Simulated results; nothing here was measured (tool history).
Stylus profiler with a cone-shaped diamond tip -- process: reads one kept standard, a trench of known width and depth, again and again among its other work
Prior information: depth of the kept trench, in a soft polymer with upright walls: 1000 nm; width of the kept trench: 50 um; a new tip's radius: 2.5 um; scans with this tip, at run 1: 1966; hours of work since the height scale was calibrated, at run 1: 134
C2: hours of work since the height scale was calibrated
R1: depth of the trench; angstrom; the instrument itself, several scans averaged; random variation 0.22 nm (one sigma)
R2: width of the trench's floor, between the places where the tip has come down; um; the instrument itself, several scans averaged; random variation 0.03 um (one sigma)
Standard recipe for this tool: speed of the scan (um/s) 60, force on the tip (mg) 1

run 1 hour=0 | speed_of_the_scan_(um/s)=60 force_on_the_tip_(mg)=1 | scans_with_this_tip=1966 C2=134 | R1=10025.4 R2=45.45
run 2 hour=42.6 | speed_of_the_scan_(um/s)=60 force_on_the_tip_(mg)=1 | scans_with_this_tip=2285 C2=156 | R1=10027.6 R2=45.39
run 3 hour=86.7 | speed_of_the_scan_(um/s)=119 force_on_the_tip_(mg)=1 | scans_with_this_tip=2615 C2=179 | R1=10023.9 R2=45.04
run 4 hour=143.4 | speed_of_the_scan_(um/s)=60 force_on_the_tip_(mg)=1 | scans_with_this_tip=3040 C2=208 | R1=10023 R2=45.24
run 5 hour=192.5 | speed_of_the_scan_(um/s)=60 force_on_the_tip_(mg)=1 | scans_with_this_tip=3407 C2=233 | R1=10018 R2=45.18
run 6 hour=223 | speed_of_the_scan_(um/s)=60 force_on_the_tip_(mg)=1.17 | scans_with_this_tip=3636 C2=248 | R1=10022.8 R2=45.15
run 7 hour=276.4 | speed_of_the_scan_(um/s)=60 force_on_the_tip_(mg)=1 | scans_with_this_tip=4036 C2=276 | R1=10019.6 R2=45.08
run 8 hour=319.1 | speed_of_the_scan_(um/s)=60 force_on_the_tip_(mg)=0.38 | scans_with_this_tip=4356 C2=297 | R1=10002.6 R2=44.87
run 9 hour=366.1 | speed_of_the_scan_(um/s)=60 force_on_the_tip_(mg)=0.38 | scans_with_this_tip=4707 C2=321 | R1=10002.4 R2=44.8
run 10 hour=423.9 | speed_of_the_scan_(um/s)=60 force_on_the_tip_(mg)=0.38 | scans_with_this_tip=5140 C2=351 | R1=10005.8 R2=44.75
run 11 hour=473.2 | speed_of_the_scan_(um/s)=60 force_on_the_tip_(mg)=2.74 | scans_with_this_tip=5510 C2=376 | R1=10044.5 R2=44.95
run 12 hour=509.2 | speed_of_the_scan_(um/s)=60 force_on_the_tip_(mg)=2.74 | scans_with_this_tip=5779 C2=395 | R1=10048.4 R2=44.89
run 13 hour=565 | speed_of_the_scan_(um/s)=60 force_on_the_tip_(mg)=2.74 | scans_with_this_tip=6197 C2=423 | R1=10044.5 R2=44.87
run 14 hour=597.7 | speed_of_the_scan_(um/s)=60 force_on_the_tip_(mg)=2.74 | scans_with_this_tip=6442 C2=440 | R1=10041.2 R2=44.82
run 15 hour=643.3 | speed_of_the_scan_(um/s)=60 force_on_the_tip_(mg)=2.74 | scans_with_this_tip=6784 C2=463 | R1=10040.2 R2=44.8
run 16 hour=689.9 | speed_of_the_scan_(um/s)=60 force_on_the_tip_(mg)=2.74 | scans_with_this_tip=7132 C2=487 | R1=10040.9 R2=44.7
run 17 hour=727.3 | speed_of_the_scan_(um/s)=60 force_on_the_tip_(mg)=2.74 | scans_with_this_tip=7412 C2=506 | R1=10042.6 R2=44.66
run 18 hour=763.6 | speed_of_the_scan_(um/s)=60 force_on_the_tip_(mg)=2.74 | scans_with_this_tip=7685 C2=525 | R1=10040 R2=44.63
run 19 hour=791.2 | speed_of_the_scan_(um/s)=60 force_on_the_tip_(mg)=2.74 | scans_with_this_tip=7891 C2=539 | R1=10038.5 R2=44.63
run 20 hour=819.9 | speed_of_the_scan_(um/s)=60 force_on_the_tip_(mg)=2.74 | scans_with_this_tip=8106 C2=554 | R1=10038.2 R2=44.53
run 21 hour=847.5 | speed_of_the_scan_(um/s)=60 force_on_the_tip_(mg)=2.74 | scans_with_this_tip=8312 C2=568 | R1=10035.1 R2=44.51
run 22 hour=888.6 | speed_of_the_scan_(um/s)=60 force_on_the_tip_(mg)=1 | scans_with_this_tip=8621 C2=589 | R1=10008.8 R2=44.31
run 23 hour=928.2 | speed_of_the_scan_(um/s)=60 force_on_the_tip_(mg)=1 | scans_with_this_tip=8917 C2=609 | R1=10008.1 R2=44.26
run 24 hour=972.6 | speed_of_the_scan_(um/s)=127 force_on_the_tip_(mg)=1.14 | scans_with_this_tip=9250 C2=632 | R1=10008.1 R2=43.95
run 25 hour=1018.5 | speed_of_the_scan_(um/s)=127 force_on_the_tip_(mg)=1.14 | scans_with_this_tip=9594 C2=655 | R1=10005.3 R2=43.9
run 26 hour=1043.2 | speed_of_the_scan_(um/s)=17 force_on_the_tip_(mg)=1.72 | scans_with_this_tip=9778 C2=668 | R1=10013.1 R2=44.4
run 27 hour=1091.2 | speed_of_the_scan_(um/s)=181 force_on_the_tip_(mg)=2.27 | scans_with_this_tip=10138 C2=692 | R1=10027.1 R2=43.8
run 28 hour=1151.2 | speed_of_the_scan_(um/s)=181 force_on_the_tip_(mg)=2.27 | scans_with_this_tip=10587 C2=723 | R1=10025.4 R2=43.79
run 29 hour=1205.3 | speed_of_the_scan_(um/s)=72 force_on_the_tip_(mg)=0.85 | scans_with_this_tip=10993 C2=751 | R1=9999.6 R2=43.92
run 30 hour=1265.8 | speed_of_the_scan_(um/s)=72 force_on_the_tip_(mg)=0.85 | scans_with_this_tip=11446 C2=782 | R1=9995.7 R2=43.82
run 31 hour=1323 | speed_of_the_scan_(um/s)=72 force_on_the_tip_(mg)=0.85 | scans_with_this_tip=11873 C2=811 | R1=9994.2 R2=43.82
run 32 hour=1349.1 | speed_of_the_scan_(um/s)=213 force_on_the_tip_(mg)=1.08 | scans_with_this_tip=12070 C2=824 | R1=9997.9 R2=43.14
run 33 hour=1401.5 | speed_of_the_scan_(um/s)=54 force_on_the_tip_(mg)=1.61 | scans_with_this_tip=12462 C2=851 | R1=10009.4 R2=43.98
run 34 hour=1434.2 | speed_of_the_scan_(um/s)=60 force_on_the_tip_(mg)=0.66 | scans_with_this_tip=12707 C2=868 | R1=9987.5 R2=43.75
run 35 hour=1479.6 | speed_of_the_scan_(um/s)=60 force_on_the_tip_(mg)=0.66 | scans_with_this_tip=13046 C2=891 | R1=9988.9 R2=43.75
run 36 hour=1528.6 | speed_of_the_scan_(um/s)=85 force_on_the_tip_(mg)=0.44 | scans_with_this_tip=13414 C2=916 | R1=9979.5 R2=43.42
run 37 hour=1572.2 | speed_of_the_scan_(um/s)=32 force_on_the_tip_(mg)=2.44 | scans_with_this_tip=13740 C2=938 | R1=10017.8 R2=43.86
run 38 hour=1612.4 | speed_of_the_scan_(um/s)=113 force_on_the_tip_(mg)=1 | scans_with_this_tip=14041 C2=959 | R1=9993.1 R2=43.36
run 39 hour=1639.2 | speed_of_the_scan_(um/s)=20 force_on_the_tip_(mg)=1.41 | scans_with_this_tip=14242 C2=972 | R1=9996.8 R2=43.81
run 40 hour=1696.9 | speed_of_the_scan_(um/s)=20 force_on_the_tip_(mg)=0.4 | scans_with_this_tip=14674 C2=1002 | R1=9977.9 R2=43.7
run 41 hour=1730.9 | speed_of_the_scan_(um/s)=159 force_on_the_tip_(mg)=0.4 | scans_with_this_tip=14929 C2=1019 | R1=9975.5 R2=42.58
run 42 hour=1778.8 | speed_of_the_scan_(um/s)=159 force_on_the_tip_(mg)=0.4 | scans_with_this_tip=15288 C2=1044 | R1=9973.7 R2=42.56
run 43 hour=1823.4 | speed_of_the_scan_(um/s)=159 force_on_the_tip_(mg)=0.4 | scans_with_this_tip=15621 C2=1067 | R1=9974.5 R2=42.54
run 44 hour=1854.4 | speed_of_the_scan_(um/s)=79 force_on_the_tip_(mg)=2.55 | scans_with_this_tip=15853 C2=1083 | R1=10012.5 R2=43.44
run 45 hour=1895.6 | speed_of_the_scan_(um/s)=22 force_on_the_tip_(mg)=1.16 | scans_with_this_tip=16162 C2=1104 | R1=9991 R2=43.56

Consider 4 possible next runs. They are alternatives, not a sequence: every one starts from the tool as it was left by run 45. What does each give?
run A hour=1930.9 | speed_of_the_scan_(um/s)=145 force_on_the_tip_(mg)=1 | scans_with_this_tip=16426 C2=1122 | R1=? R2=?
run B hour=1930.9 | speed_of_the_scan_(um/s)=37 force_on_the_tip_(mg)=0.76 | scans_with_this_tip=16426 C2=1122 | R1=? R2=?
run C hour=1930.9 | speed_of_the_scan_(um/s)=103 force_on_the_tip_(mg)=1 | scans_with_this_tip=16426 C2=1122 | R1=? R2=?
run D hour=1930.9 | speed_of_the_scan_(um/s)=160 force_on_the_tip_(mg)=1.16 | scans_with_this_tip=16426 C2=1122 | R1=? R2=?

run=A R1=9984.8 R2=42.9
run=B R1=9979.5 R2=43.41
run=C R1=9987.9 R2=43.12
run=D R1=9992.2 R2=42.9
With the hidden condition removed and each run's random variation left untouched, the same runs would have given:
run=A R1=10029.7 R2=45.28
run=B R1=10024.4 R2=45.8
run=C R1=10032.8 R2=45.5
run=D R1=10037.1 R2=45.28
